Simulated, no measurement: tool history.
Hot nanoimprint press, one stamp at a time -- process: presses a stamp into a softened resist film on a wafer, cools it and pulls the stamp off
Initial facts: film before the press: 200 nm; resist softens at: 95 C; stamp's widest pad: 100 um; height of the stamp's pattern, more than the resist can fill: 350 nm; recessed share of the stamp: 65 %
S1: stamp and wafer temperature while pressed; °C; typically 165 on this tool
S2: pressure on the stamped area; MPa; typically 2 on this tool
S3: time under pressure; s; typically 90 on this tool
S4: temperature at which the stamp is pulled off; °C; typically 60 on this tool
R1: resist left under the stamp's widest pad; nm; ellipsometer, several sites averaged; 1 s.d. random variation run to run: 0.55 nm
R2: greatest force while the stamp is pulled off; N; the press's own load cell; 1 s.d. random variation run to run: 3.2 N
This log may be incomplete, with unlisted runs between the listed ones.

run,day,S1,S2,S3,S4,R1,R2
1,0,165,2,90,60,86.3,150
2,3.383,165,2,67,60,94.2,154
3,6.325,165,2,67,60,94.4,151
4,8.954,165,2,67,60,93.6,152
5,12.133,165,2,90,60,86.1,148
6,15.058,165,2,90,60,85.6,160
7,16.979,165,2,90,56,86,160
8,18.933,165,2,90,56,85.7,155
9,20.688,165,2,90,56,85,149
10,24.254,165,2,90,56,85,159
11,27.229,165,2,90,60,84.7,149
12,30.046,165,2,90,60,84.6,153
13,33.412,165,2,90,60,85.4,147
14,35.467,165,2,90,60,85.4,152
15,37.775,166,2,90,60,82.3,151
16,40.071,166,2,90,60,81.8,156
17,42.079,169,1.53,90,60,85.8,149
18,44.008,153,2.37,90,56,121.3,156
19,46.221,160,2.11,172,62,80.1,154
20,48.529,162,1.44,172,62,92.2,148
21,50.071,164,2,108,49,83.3,169
22,53.375,155,2.68,92,59,103.9,159
23,56.954,176,1.61,114,57,61.2,160
24,59.35,168,1.29,90,60,98.1,147
25,61.629,168,1.29,90,60,98.8,154
26,64.679,168,2.22,144,60,61.3,150
27,66.467,156,2.42,101,50,103.3,167
28,69.862,176,2,62,60,66.4,154
29,73.171,176,2.47,62,60,57.9,161

The log once held 9 entries between its listed runs, left out of this copy. Where does each go, and what is different about the tool's unlogged condition between the listed run before it and the listed run after it?
In the gap between runs 1 and 2: stamp cleaned and given a new release coat (day 1.383); plate thermocouple calibrated (day 1.833)
  true temperature over the reading, C: -0.02 -> 0; pressure that arrives at the usual setting, %: 99.93 -> 99.92; grip of the stamp's worn release coat, % over a new coat's: 1.5 -> 0.1
In the gap between runs 8 and 9: stamp cleaned and given a new release coat (day 20.479)
  pressure that arrives at the usual setting, %: 99.88 -> 99.87; grip of the stamp's worn release coat, % over a new coat's: 1.5 -> 0
In the gap between runs 9 and 10: plate thermocouple calibrated (day 21.133)
  true temperature over the reading, C: -0.02 -> 0; pressure that arrives at the usual setting, %: 99.87 -> 99.86; grip of the stamp's worn release coat, % over a new coat's: 0 -> 0.3
In the gap between runs 11 and 12: press's hydraulic seals changed and the load cell set to zero (day 29.033)
  pressure that arrives at the usual setting, %: 99.86 -> 99.99; grip of the stamp's worn release coat, % over a new coat's: 0.5 -> 0.7
In the gap between runs 15 and 16: stamp cleaned and given a new release coat (day 39.762)
  grip of the stamp's worn release coat, % over a new coat's: 1.4 -> 0
In the gap between runs 16 and 17: plate thermocouple calibrated (day 40.642)
  true temperature over the reading, C: -0.01 -> 0; pressure that arrives at the usual setting, %: 99.97 -> 99.96; grip of the stamp's worn release coat, % over a new coat's: 0 -> 0.2
In the gap between runs 23 and 24: stamp cleaned and given a new release coat (day 58.767)
  true temperature over the reading, C: -0.01 -> -0.02; grip of the stamp's worn release coat, % over a new coat's: 1.5 -> 0
In the gap between runs 24 and 25: plate thermocouple calibrated (day 59.8)
  true temperature over the reading, C: -0.02 -> 0; pressure that arrives at the usual setting, %: 99.92 -> 99.91; grip of the stamp's worn release coat, % over a new coat's: 0 -> 0.2

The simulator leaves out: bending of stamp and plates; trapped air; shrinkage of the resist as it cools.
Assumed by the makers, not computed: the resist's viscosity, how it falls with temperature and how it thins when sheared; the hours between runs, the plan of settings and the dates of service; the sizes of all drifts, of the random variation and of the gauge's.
